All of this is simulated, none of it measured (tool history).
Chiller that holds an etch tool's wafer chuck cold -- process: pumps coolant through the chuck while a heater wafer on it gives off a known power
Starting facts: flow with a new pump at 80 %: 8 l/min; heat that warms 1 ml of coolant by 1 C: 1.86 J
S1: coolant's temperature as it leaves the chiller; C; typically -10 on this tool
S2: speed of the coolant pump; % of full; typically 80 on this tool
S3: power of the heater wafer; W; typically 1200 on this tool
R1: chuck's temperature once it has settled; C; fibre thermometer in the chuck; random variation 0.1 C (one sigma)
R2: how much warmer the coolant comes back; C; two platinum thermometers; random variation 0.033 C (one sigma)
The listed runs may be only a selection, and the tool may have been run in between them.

| run | day | S1 | S2 | S3 | R1 | R2 |
|---|---|---|---|---|---|---|
| 1 | 0.000 | -10 | 80 | 1200 | -0.1 | 4.82 |
| 2 | 1.625 | -10 | 80 | 809 | -3.2 | 3.23 |
| 3 | 2.708 | -10 | 80 | 1200 | -0.2 | 4.83 |
| 4 | 3.688 | -10 | 80 | 1200 | -0.3 | 4.86 |
| 5 | 5.183 | -10 | 99 | 1200 | -1.7 | 3.81 |
| 6 | 6.392 | -10 | 93 | 1200 | -1.1 | 4.11 |
| 7 | 7.796 | -10 | 93 | 1200 | -1.3 | 4.07 |
| 8 | 8.554 | -6 | 94 | 1201 | 2.8 | 4.08 |
| 9 | 9.508 | -6 | 94 | 1201 | 2.7 | 4.07 |
| 10 | 10.512 | -9 | 62 | 1475 | 5.8 | 7.85 |
| 11 | 11.179 | -9 | 62 | 1475 | 5.8 | 7.87 |

Run 12, settings as shown, results not yet in. Your forecast:
| 12 | 12.038 | -15 | 80 | 918 | ? | ? |

{"run 12": {"R1": -7.7, "R2": 3.67}}
The same run, on a tool lacking any hidden state, would have yielded R1 -7.7 C, R2 3.67 C.

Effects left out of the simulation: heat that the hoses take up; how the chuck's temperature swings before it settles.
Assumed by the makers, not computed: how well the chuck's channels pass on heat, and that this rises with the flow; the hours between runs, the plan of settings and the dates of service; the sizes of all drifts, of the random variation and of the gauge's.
